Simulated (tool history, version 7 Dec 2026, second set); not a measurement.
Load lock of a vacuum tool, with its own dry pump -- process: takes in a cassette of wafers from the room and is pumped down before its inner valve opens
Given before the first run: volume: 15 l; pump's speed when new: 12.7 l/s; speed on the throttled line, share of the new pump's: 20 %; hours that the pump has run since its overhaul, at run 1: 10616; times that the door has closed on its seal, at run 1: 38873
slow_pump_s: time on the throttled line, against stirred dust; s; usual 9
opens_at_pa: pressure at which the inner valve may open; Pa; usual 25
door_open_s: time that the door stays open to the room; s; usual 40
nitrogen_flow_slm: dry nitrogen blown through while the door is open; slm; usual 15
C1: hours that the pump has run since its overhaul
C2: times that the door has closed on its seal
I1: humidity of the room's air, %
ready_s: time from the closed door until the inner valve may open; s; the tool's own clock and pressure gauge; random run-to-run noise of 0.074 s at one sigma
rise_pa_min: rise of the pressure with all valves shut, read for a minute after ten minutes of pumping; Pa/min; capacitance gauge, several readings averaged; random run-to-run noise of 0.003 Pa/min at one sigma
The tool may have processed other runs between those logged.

Run 1, hour 0: usual settings; C1 10616; C2 38873; I1 46.7. Result: ready_s 17.86 s, rise_pa_min 0.232 Pa/min.
Run 2, hour 303.1: usual settings; C1 10920; C2 40047; I1 45.4. Result: ready_s 17.7 s, rise_pa_min 0.24 Pa/min.
Run 3, hour 565.6: usual settings; C1 11182; C2 41065; I1 45.3. Result: ready_s 17.84 s, rise_pa_min 0.251 Pa/min.
Run 4, hour 882.3: usual settings but nitrogen_flow_slm 6 slm; C1 11499; C2 42291; I1 45.8. Result: ready_s 17.85 s, rise_pa_min 0.269 Pa/min.
Run 5, hour 1061.6: usual settings but slow_pump_s 17 s, nitrogen_flow_slm 6 slm; C1 11678; C2 42986; I1 44.7. Result: ready_s 24.18 s, rise_pa_min 0.283 Pa/min.
Run 6, hour 1281.9: usual settings but slow_pump_s 4 s, nitrogen_flow_slm 6 slm; C1 11898; C2 43839; I1 44.5. Result: ready_s 14 s, rise_pa_min 0.284 Pa/min.
Run 7, hour 1591.8: usual settings but slow_pump_s 4 s, nitrogen_flow_slm 6 slm; C1 12208; C2 45040; I1 43.9. Result: ready_s 13.95 s, rise_pa_min 0.29 Pa/min.
Run 8, hour 1839.4: usual settings but slow_pump_s 4 s, opens_at_pa 21 Pa, nitrogen_flow_slm 38 slm; C1 12456; C2 45999; I1 43.8. Result: ready_s 14.2 s, rise_pa_min 0.271 Pa/min.
Run 9, hour 2017: usual settings but nitrogen_flow_slm 6 slm; C1 12633; C2 46687; I1 45.5. Result: ready_s 17.98 s, rise_pa_min 0.307 Pa/min.
Run 10, hour 2206: usual settings but opens_at_pa 42 Pa, door_open_s 58 s; C1 12822; C2 47419; I1 43.3. Result: ready_s 17.28 s, rise_pa_min 0.308 Pa/min.
Run 11, hour 2398: usual settings but opens_at_pa 42 Pa, door_open_s 58 s; C1 13014; C2 48163; I1 44.6. Result: ready_s 17.24 s, rise_pa_min 0.317 Pa/min.
At hour 2622.6: dry pump taken out, an overhauled one fitted.
Run 12, hour 2629.9: usual settings but opens_at_pa 42 Pa, door_open_s 58 s; C1 7; C2 49038; I1 41.9. Result: ready_s 16.42 s, rise_pa_min 0.326 Pa/min.
Run 13, hour 2895.8: usual settings but slow_pump_s 8 s, opens_at_pa 30 Pa, door_open_s 58 s, nitrogen_flow_slm 17 slm; C1 273; C2 50068; I1 45.4. Result: ready_s 16.01 s, rise_pa_min 0.334 Pa/min.

Estimate the outcome of run 14 from the log above:
Run 14, hour 3119.9: usual settings but slow_pump_s 8 s, opens_at_pa 20 Pa, door_open_s 199 s, nitrogen_flow_slm 12 slm; C1 497; C2 50937; I1 46. Result: ready_s ?, rise_pa_min ?.

{"run 14": {"ready_s": 16.52, "rise_pa_min": 0.411}}
Minus the tool's unlogged condition, the same run would have read ready_s 16.55 s, rise_pa_min 0.125 Pa/min.

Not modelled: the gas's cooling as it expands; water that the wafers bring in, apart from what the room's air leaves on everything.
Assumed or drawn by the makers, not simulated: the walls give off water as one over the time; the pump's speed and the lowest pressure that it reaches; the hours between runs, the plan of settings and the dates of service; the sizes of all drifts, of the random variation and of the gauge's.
